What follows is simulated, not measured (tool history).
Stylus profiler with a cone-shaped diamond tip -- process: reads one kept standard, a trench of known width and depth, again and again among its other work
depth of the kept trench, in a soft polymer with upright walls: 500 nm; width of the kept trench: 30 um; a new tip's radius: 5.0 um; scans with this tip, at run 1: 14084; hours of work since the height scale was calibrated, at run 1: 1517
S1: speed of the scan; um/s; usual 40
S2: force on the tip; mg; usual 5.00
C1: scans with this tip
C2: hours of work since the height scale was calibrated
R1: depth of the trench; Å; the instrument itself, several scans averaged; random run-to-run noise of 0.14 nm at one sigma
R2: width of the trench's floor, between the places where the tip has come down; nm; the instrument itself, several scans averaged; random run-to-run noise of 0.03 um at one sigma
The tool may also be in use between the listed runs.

run   hour  S1     S2     C1    C2      R1     R2
  1    0.0  40   5.00  14084  1517  5125.6  25540
  2   46.3  40   5.00  14397  1550  5121.7  25540
  3   77.1  40   5.00  14605  1573  5124.2  25520
  4  101.3  40   5.00  14768  1590  5122.8  25520
  5  127.2  40   5.00  14943  1609  5123.1  25520
  6  166.1  40   5.00  15206  1637  5123.9  25540
  7  203.6  40   5.00  15459  1665  5123.6  25490
  8  249.7  40   5.00  15770  1698  5121.9  25460
  9  282.6  40   1.70  15993  1722  5061.5  25420
 10  315.4  40   1.70  16214  1746  5061.1  25460
 11  339.3  40   1.70  16376  1763  5058.8  25410
 12  378.3  40   5.15  16639  1792  5124.1  25480
 13  402.8  40   5.15  16804  1809  5123.7  25520
 14  451.7  37   3.03  17134  1845  5088.1  25460
 15  498.6  16   3.66  17451  1879  5101.1  25570
 16  544.7  97   8.93  17762  1913  5181.4  25420
 17  584.7  28   2.21  18032  1942  5070.7  25540
 18  608.6  25   7.33  18194  1959  5159.1  25570
 19  651.0  20  11.05  18480  1990  5209.3  25530
 20  693.3  13   2.60  18766  2021  5079.5  25570
 21  741.5  13   2.60  19091  2056  5078.5  25590
 22  762.8  60   7.16  19235  2071  5156.6  25530
 23  797.3  60   7.88  19468  2096  5167.6  25470
 24  839.8  51   3.09  19754  2127  5089.8  25450
 25  881.9  51   3.09  20039  2158  5087.4  25410
 26  921.6  15   3.09  20307  2187  5091.7  25590

Below are 5 alternative next runs, each starting from the tool's condition after run 26. Predict each:
  A  954.4   34  14.10  20529  2210   ?   ?
  B  954.4  149   2.53  20529  2210   ?   ?
  C  954.4   43  12.99  20529  2210   ?   ?
  D  954.4   24   3.74  20529  2210   ?   ?
  E  954.4  139  11.01  20529  2210   ?   ?

run      R1     R2
  A  5245.6  25560
  B  5079.0  24990
  C  5232.7  25520
  D  5103.2  25550
  E  5212.4  25380
The same runs, with their run-to-run variation unchanged, on a tool lacking any hidden condition would have given:
run      R1     R2
  A  5244.8  25580
  B  5078.2  25010
  C  5232.0  25540
  D  5102.5  25570
  E  5211.6  25400
